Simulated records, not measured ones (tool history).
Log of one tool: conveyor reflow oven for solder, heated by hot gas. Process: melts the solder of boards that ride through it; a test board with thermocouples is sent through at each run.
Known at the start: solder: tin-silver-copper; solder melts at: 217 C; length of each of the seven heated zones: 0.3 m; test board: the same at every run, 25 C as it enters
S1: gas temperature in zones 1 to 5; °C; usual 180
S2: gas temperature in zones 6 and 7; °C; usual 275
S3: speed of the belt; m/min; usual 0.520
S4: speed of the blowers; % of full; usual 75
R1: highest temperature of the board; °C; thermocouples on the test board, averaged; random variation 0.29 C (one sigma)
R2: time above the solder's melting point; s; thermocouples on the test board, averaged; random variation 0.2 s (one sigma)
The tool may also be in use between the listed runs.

run     day   S1   S2     S3  S4     R1    R2
  1   0.000  180  275  0.520  75  256.0  56.9
  2   1.683  180  275  0.520  75  256.0  56.0
      2.279  -- belt drive overhauled, speed set with a stopwatch
  3   3.304  180  275  0.520  75  255.3  54.4
  4   4.838  180  275  0.520  75  254.6  54.4
  5   6.192  180  275  0.520  75  253.9  54.0
  6   7.162  180  275  0.489  75  255.5  59.5
  7   9.221  180  275  0.520  75  253.6  53.5
  8  10.525  180  275  0.520  75  253.6  53.8
  9  12.175  180  275  0.520  77  254.0  54.0
 10  13.208  180  275  0.520  77  253.9  53.5
 11  15.429  175  275  0.614  77  245.4  37.2
 12  16.546  175  275  0.614  77  245.0  36.9
 13  18.017  180  267  0.497  75  247.4  51.4
     18.838  -- thermocouples of zones 6 and 7 changed
 14  19.367  184  275  0.583  75  250.7  46.2
 15  21.496  184  275  0.583  75  250.6  45.6
 16  22.633  194  271  0.527  75  253.2  58.0
     23.850  -- flux residue cleaned out of gas plates and filters
 17  25.050  172  281  0.527  84  262.1  55.6

Forecast each of these 3 alternatives for the next run:
  A  26.929  172  270  0.527  63   ?   ?
  B  26.929  172  288  0.520  55   ?   ?
  C  26.929  172  281  0.508  84   ?   ?

run     R1    R2
  A  247.5  45.5
  B  260.5  54.7
  C  262.6  58.3
Without the tool's hidden state the same runs would have given:
run     R1    R2
  A  247.7  45.6
  B  260.7  54.7
  C  262.9  58.4
